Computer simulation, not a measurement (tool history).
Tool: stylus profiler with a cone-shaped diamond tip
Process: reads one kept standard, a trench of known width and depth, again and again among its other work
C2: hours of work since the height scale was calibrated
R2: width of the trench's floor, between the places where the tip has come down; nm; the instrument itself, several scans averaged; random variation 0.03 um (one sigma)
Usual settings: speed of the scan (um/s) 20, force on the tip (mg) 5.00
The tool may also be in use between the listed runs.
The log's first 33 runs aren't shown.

Run 34, day 15.796: usual settings but speed of the scan (um/s) 27, force on the tip (mg) 4.88; scans with this tip 8558; C2 891. Result: depth of the trench (nm) 509.60, R2 95500 nm.
Run 35, day 16.375: usual settings but speed of the scan (um/s) 48; scans with this tip 8633; C2 899. Result: depth of the trench (nm) 509.55, R2 95460 nm.
Run 36, day 16.992: usual settings but speed of the scan (um/s) 48; scans with this tip 8712; C2 907. Result: depth of the trench (nm) 509.58, R2 95380 nm.
Run 37, day 17.383: usual settings but speed of the scan (um/s) 18; scans with this tip 8763; C2 913. Result: depth of the trench (nm) 509.56, R2 95540 nm.
Run 38, day 17.854: usual settings but speed of the scan (um/s) 18; scans with this tip 8824; C2 919. Result: depth of the trench (nm) 509.51, R2 95520 nm.
Run 39, day 18.462: usual settings but speed of the scan (um/s) 27, force on the tip (mg) 14.41; scans with this tip 8903; C2 927. Result: depth of the trench (nm) 519.42, R2 95560 nm.
Run 40, day 19.096: usual settings but speed of the scan (um/s) 7, force on the tip (mg) 14.41; scans with this tip 8984; C2 936. Result: depth of the trench (nm) 519.52, R2 95610 nm.
Run 41, day 19.600: usual settings but speed of the scan (um/s) 30, force on the tip (mg) 14.04; scans with this tip 9049; C2 942. Result: depth of the trench (nm) 518.94, R2 95560 nm.
Run 42, day 20.208: usual settings but speed of the scan (um/s) 63, force on the tip (mg) 3.12; scans with this tip 9128; C2 951. Result: depth of the trench (nm) 506.83, R2 95230 nm.
Run 43, day 20.704: usual settings but speed of the scan (um/s) 21, force on the tip (mg) 3.12; scans with this tip 9192; C2 957. Result: depth of the trench (nm) 507.11, R2 95530 nm.
Run 44, day 21.104: usual settings but speed of the scan (um/s) 23, force on the tip (mg) 8.68; scans with this tip 9243; C2 963. Result: depth of the trench (nm) 514.04, R2 95550 nm.
Run 45, day 21.529: usual settings but speed of the scan (um/s) 29, force on the tip (mg) 1.96; scans with this tip 9298; C2 968. Result: depth of the trench (nm) 504.87, R2 95440 nm.
Run 46, day 21.879: usual settings but speed of the scan (um/s) 13, force on the tip (mg) 2.97; scans with this tip 9344; C2 973. Result: depth of the trench (nm) 506.90, R2 95520 nm.
Run 47, day 22.262: usual settings but speed of the scan (um/s) 29, force on the tip (mg) 3.13; scans with this tip 9393; C2 978. Result: depth of the trench (nm) 507.09, R2 95500 nm.

Forecast each of these 3 alternatives for the next run:
Run A, day 22.600: usual settings but speed of the scan (um/s) 8, force on the tip (mg) 2.30; scans with this tip 9437; C2 983. Result: depth of the trench (nm) ?, R2 ?.
Run B, day 22.600: usual settings but speed of the scan (um/s) 7, force on the tip (mg) 2.11; scans with this tip 9437; C2 983. Result: depth of the trench (nm) ?, R2 ?.
Run C, day 22.600: usual settings but speed of the scan (um/s) 47, force on the tip (mg) 8.84; scans with this tip 9437; C2 983. Result: depth of the trench (nm) ?, R2 ?.

run  depth of the trench (nm)     R2
  A                    505.70  95620
  B                    505.42  95530
  C                    514.31  95460
Without the tool's hidden state the same runs would have given:
run  depth of the trench (nm)     R2
  A                    505.68  95640
  B                    505.41  95550
  C                    514.29  95480
